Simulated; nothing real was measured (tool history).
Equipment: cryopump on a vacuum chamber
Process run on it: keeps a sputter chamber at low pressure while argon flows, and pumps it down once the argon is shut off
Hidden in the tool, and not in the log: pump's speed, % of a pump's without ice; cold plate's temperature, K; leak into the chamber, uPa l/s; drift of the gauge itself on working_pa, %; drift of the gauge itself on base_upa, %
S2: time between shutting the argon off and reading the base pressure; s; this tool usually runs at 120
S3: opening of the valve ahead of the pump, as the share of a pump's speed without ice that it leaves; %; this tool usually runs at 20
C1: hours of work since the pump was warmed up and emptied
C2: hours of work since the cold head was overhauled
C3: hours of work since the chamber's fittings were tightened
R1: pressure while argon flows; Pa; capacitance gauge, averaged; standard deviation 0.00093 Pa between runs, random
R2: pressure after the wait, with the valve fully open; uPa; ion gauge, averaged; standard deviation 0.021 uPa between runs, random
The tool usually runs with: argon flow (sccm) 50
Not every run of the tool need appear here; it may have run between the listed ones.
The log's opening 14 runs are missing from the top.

Run 15, hour 813.1: usual settings; C1 96; C2 1055; C3 1115. Result: R1 0.1967 Pa, R2 0.74 uPa.
Run 16, hour 887.6: usual settings but S3 21 %; C1 128; C2 1087; C3 1146. Result: R1 0.1892 Pa, R2 0.71 uPa.
Run 17, hour 961.7: usual settings but S3 21 %; C1 160; C2 1119; C3 1178. Result: R1 0.1896 Pa, R2 0.76 uPa.
Run 18, hour 1012.0: usual settings but S3 21 %; C1 181; C2 1140; C3 1199. Result: R1 0.1886 Pa, R2 0.80 uPa.
Run 19, hour 1082.1: usual settings but S3 21 %; C1 211; C2 1170; C3 1229. Result: R1 0.1905 Pa, R2 0.80 uPa.
Run 20, hour 1115.9: usual settings but S3 21 %; C1 225; C2 1184; C3 1244. Result: R1 0.1925 Pa, R2 0.82 uPa.
Run 21, hour 1164.3: usual settings but S3 21 %; C1 246; C2 1205; C3 1264. Result: R1 0.1915 Pa, R2 0.82 uPa.
Run 22, hour 1210.3: usual settings but argon flow (sccm) 70, S2 102 s, S3 21 %; C1 265; C2 1224; C3 1284. Result: R1 0.2693 Pa, R2 0.92 uPa.
Run 23, hour 1285.5: usual settings but argon flow (sccm) 70, S2 102 s, S3 21 %; C1 297; C2 1256; C3 1316. Result: R1 0.2701 Pa, R2 0.93 uPa.
Run 24, hour 1346.2: usual settings but argon flow (sccm) 24, S2 195 s, S3 60 %; C1 323; C2 1282; C3 1342. Result: R1 0.0355 Pa, R2 0.81 uPa.
Run 25, hour 1412.9: usual settings but argon flow (sccm) 22, S2 32 s, S3 19 %; C1 352; C2 1311; C3 1370. Result: R1 0.0939 Pa, R2 1.51 uPa.
Run 26, hour 1453.4: usual settings but argon flow (sccm) 22, S2 32 s, S3 19 %; C1 369; C2 1328; C3 1387. Result: R1 0.0941 Pa, R2 1.57 uPa.
Run 27, hour 1487.9: usual settings but argon flow (sccm) 25, S2 58 s, S3 38 %; C1 384; C2 1342; C3 1402. Result: R1 0.0558 Pa, R2 1.25 uPa.
Run 28, hour 1545.2: usual settings but argon flow (sccm) 25, S2 58 s, S3 38 %; C1 408; C2 1367; C3 1426. Result: R1 0.0568 Pa, R2 1.22 uPa.
Run 29, hour 1597.7: usual settings but argon flow (sccm) 44, S2 58 s, S3 30 %; C1 430; C2 1389; C3 1449. Result: R1 0.1252 Pa, R2 1.20 uPa.
At hour 1670.2: pump warmed up, emptied and cooled again.
Run 30, hour 1670.2: usual settings but S2 70 s; C1 0; C2 1418; C3 1477. Result: R1 0.1966 Pa, R2 1.02 uPa.
Run 31, hour 1718.1: usual settings but argon flow (sccm) 24, S2 23 s; C1 20; C2 1438; C3 1498. Result: R1 0.0954 Pa, R2 1.81 uPa.
Run 32, hour 1752.8: usual settings but argon flow (sccm) 24, S2 23 s; C1 35; C2 1453; C3 1512. Result: R1 0.0941 Pa, R2 1.82 uPa.
Run 33, hour 1805.8: usual settings but S2 46 s; C1 58; C2 1476; C3 1535. Result: R1 0.1980 Pa, R2 1.26 uPa.
Run 34, hour 1872.4: usual settings but S2 43 s, S3 27 %; C1 86; C2 1504; C3 1563. Result: R1 0.1482 Pa, R2 1.27 uPa.

Here are 4 independent what-if runs from the current tool condition. What would each one return?
Run A, hour 1945.5: usual settings but argon flow (sccm) 40, S2 83 s; C1 117; C2 1535; C3 1594. Result: R1 ?, R2 ?.
Run B, hour 1945.5: usual settings but argon flow (sccm) 29, S2 45 s, S3 27 %; C1 117; C2 1535; C3 1594. Result: R1 ?, R2 ?.
Run C, hour 1945.5: usual settings but argon flow (sccm) 86, S2 43 s, S3 25 %; C1 117; C2 1535; C3 1594. Result: R1 ?, R2 ?.
Run D, hour 1945.5: usual settings but argon flow (sccm) 23, S2 21 s, S3 21 %; C1 117; C2 1535; C3 1594. Result: R1 ?, R2 ?.

run      R1    R2
  A  0.1588  0.97
  B  0.0863  1.29
  C  0.2773  1.35
  D  0.0879  1.98
Take away the tool's hidden state, keep each run's random variation, and the runs would have read:
run      R1    R2
  A  0.1556  0.42
  B  0.0839  0.73
  C  0.2704  0.79
  D  0.0861  1.42

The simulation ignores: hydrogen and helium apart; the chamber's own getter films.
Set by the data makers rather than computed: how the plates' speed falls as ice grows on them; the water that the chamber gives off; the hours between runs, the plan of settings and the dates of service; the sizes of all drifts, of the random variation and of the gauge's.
